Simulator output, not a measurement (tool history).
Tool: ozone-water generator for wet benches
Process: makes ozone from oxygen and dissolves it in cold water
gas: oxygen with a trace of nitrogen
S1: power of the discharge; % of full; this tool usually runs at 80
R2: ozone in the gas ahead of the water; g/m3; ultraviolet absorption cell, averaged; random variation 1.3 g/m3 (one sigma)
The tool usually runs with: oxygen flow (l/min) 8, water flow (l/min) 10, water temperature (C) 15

run 1 day=0 | S1=80 oxygen_flow_(l/min)=8 water_flow_(l/min)=10 water_temperature_(C)=15 | dissolved_ozone_(ppm)=36.2 R2=224.9
run 2 day=5.629 | S1=80 oxygen_flow_(l/min)=8 water_flow_(l/min)=10 water_temperature_(C)=15 | dissolved_ozone_(ppm)=36.1 R2=225.2
run 3 day=10.05 | S1=80 oxygen_flow_(l/min)=12.03 water_flow_(l/min)=10 water_temperature_(C)=15 | dissolved_ozone_(ppm)=34.9 R2=195.9
run 4 day=13.8 | S1=80 oxygen_flow_(l/min)=12.03 water_flow_(l/min)=10 water_temperature_(C)=15 | dissolved_ozone_(ppm)=35.5 R2=195.3
run 5 day=18.696 | S1=80 oxygen_flow_(l/min)=12.03 water_flow_(l/min)=10 water_temperature_(C)=15 | dissolved_ozone_(ppm)=34.8 R2=196.8
run 6 day=26.358 | S1=80 oxygen_flow_(l/min)=12.03 water_flow_(l/min)=10 water_temperature_(C)=15 | dissolved_ozone_(ppm)=34.5 R2=194.3
run 7 day=33.867 | S1=80 oxygen_flow_(l/min)=8 water_flow_(l/min)=10 water_temperature_(C)=15 | dissolved_ozone_(ppm)=35.8 R2=222.6
run 8 day=39.262 | S1=80 oxygen_flow_(l/min)=8 water_flow_(l/min)=10 water_temperature_(C)=15 | dissolved_ozone_(ppm)=36.1 R2=219.5
run 9 day=45.183 | S1=80 oxygen_flow_(l/min)=8 water_flow_(l/min)=10 water_temperature_(C)=15 | dissolved_ozone_(ppm)=35.7 R2=221
run 10 day=48.646 | S1=80 oxygen_flow_(l/min)=8 water_flow_(l/min)=10 water_temperature_(C)=15 | dissolved_ozone_(ppm)=35.5 R2=219.5
run 11 day=55.383 | S1=80 oxygen_flow_(l/min)=8 water_flow_(l/min)=10 water_temperature_(C)=22 | dissolved_ozone_(ppm)=30.3 R2=221.7
run 12 day=63.271 | S1=80 oxygen_flow_(l/min)=8 water_flow_(l/min)=10 water_temperature_(C)=22 | dissolved_ozone_(ppm)=30.2 R2=221.8
run 13 day=71.358 | S1=80 oxygen_flow_(l/min)=8 water_flow_(l/min)=10 water_temperature_(C)=22 | dissolved_ozone_(ppm)=30.2 R2=218.7
run 14 day=77.117 | S1=80 oxygen_flow_(l/min)=8 water_flow_(l/min)=10 water_temperature_(C)=22 | dissolved_ozone_(ppm)=29.9 R2=220.9
run 15 day=82.238 | S1=80 oxygen_flow_(l/min)=8 water_flow_(l/min)=10 water_temperature_(C)=22 | dissolved_ozone_(ppm)=29.8 R2=218.7
run 16 day=89.688 | S1=80 oxygen_flow_(l/min)=8 water_flow_(l/min)=10 water_temperature_(C)=15 | dissolved_ozone_(ppm)=34.8 R2=217.7
run 17 day=97.608 | S1=80 oxygen_flow_(l/min)=8 water_flow_(l/min)=10 water_temperature_(C)=15 | dissolved_ozone_(ppm)=35.4 R2=218
run 18 day=102.796 | S1=80 oxygen_flow_(l/min)=8 water_flow_(l/min)=10 water_temperature_(C)=15 | dissolved_ozone_(ppm)=35.3 R2=219.6
run 19 day=108.988 | S1=84 oxygen_flow_(l/min)=8 water_flow_(l/min)=7 water_temperature_(C)=15 | dissolved_ozone_(ppm)=43.2 R2=226.1
run 20 day=114.679 | S1=80 oxygen_flow_(l/min)=8 water_flow_(l/min)=7 water_temperature_(C)=15 | dissolved_ozone_(ppm)=42 R2=218.3
run 21 day=119.912 | S1=80 oxygen_flow_(l/min)=8 water_flow_(l/min)=7 water_temperature_(C)=15 | dissolved_ozone_(ppm)=41.7 R2=216.4
run 22 day=126.304 | S1=80 oxygen_flow_(l/min)=8 water_flow_(l/min)=7 water_temperature_(C)=15 | dissolved_ozone_(ppm)=42 R2=215.4
run 23 day=132.938 | S1=49 oxygen_flow_(l/min)=4.84 water_flow_(l/min)=7 water_temperature_(C)=15 | dissolved_ozone_(ppm)=28.7 R2=171.8
run 24 day=138.296 | S1=49 oxygen_flow_(l/min)=4.84 water_flow_(l/min)=7 water_temperature_(C)=15 | dissolved_ozone_(ppm)=28.9 R2=173.3
run 25 day=143.425 | S1=80 oxygen_flow_(l/min)=4.17 water_flow_(l/min)=10 water_temperature_(C)=8 | dissolved_ozone_(ppm)=37.5 R2=267.1
run 26 day=151.25 | S1=46 oxygen_flow_(l/min)=8 water_flow_(l/min)=9 water_temperature_(C)=20 | dissolved_ozone_(ppm)=20.9 R2=141
run 27 day=156.979 | S1=50 oxygen_flow_(l/min)=10.78 water_flow_(l/min)=10 water_temperature_(C)=18 | dissolved_ozone_(ppm)=21.5 R2=135.6
run 28 day=160.717 | S1=79 oxygen_flow_(l/min)=7.8 water_flow_(l/min)=6 water_temperature_(C)=21 | dissolved_ozone_(ppm)=37.8 R2=214.1
run 29 day=168.829 | S1=79 oxygen_flow_(l/min)=7.8 water_flow_(l/min)=6 water_temperature_(C)=21 | dissolved_ozone_(ppm)=37.6 R2=215.2
run 30 day=176.717 | S1=79 oxygen_flow_(l/min)=7.8 water_flow_(l/min)=6 water_temperature_(C)=21 | dissolved_ozone_(ppm)=37.6 R2=215
run 31 day=183.288 | S1=59 oxygen_flow_(l/min)=8 water_flow_(l/min)=11 water_temperature_(C)=12 | dissolved_ozone_(ppm)=26.6 R2=167.9
run 32 day=191.508 | S1=59 oxygen_flow_(l/min)=8 water_flow_(l/min)=11 water_temperature_(C)=12 | dissolved_ozone_(ppm)=26.5 R2=167

Missing from the log above: 2 entries noted between runs. For each, name the pair of listed runs it sits between and say how the tool's hidden condition differs from the listed run just before to the listed run just after:
Run 11 -> run 12: water thermometer calibrated (day 56.012)
  yield of the discharge, % of new electrodes': 92.9 -> 92.7; contactor's efficiency, % of a clean one's: 93.6 -> 93.4; true water temperature over the reading, C: 0.1 -> 0.18
  the result without the hidden state subtracted from the measured one, dissolved ozone (ppm): -3.9 -> -4; R2: -19 -> -19.3 g/m3
Run 15 -> run 16: water thermometer calibrated, once more (day 83.842)
  yield of the discharge, % of new electrodes': 92.3 -> 92.1; contactor's efficiency, % of a clean one's: 93 -> 92.8; true water temperature over the reading, C: 0.21 -> -0.05
  the result without the hidden state subtracted from the measured one, dissolved ozone (ppm): -4.3 -> -4.9; R2: -20.4 -> -20.8 g/m3
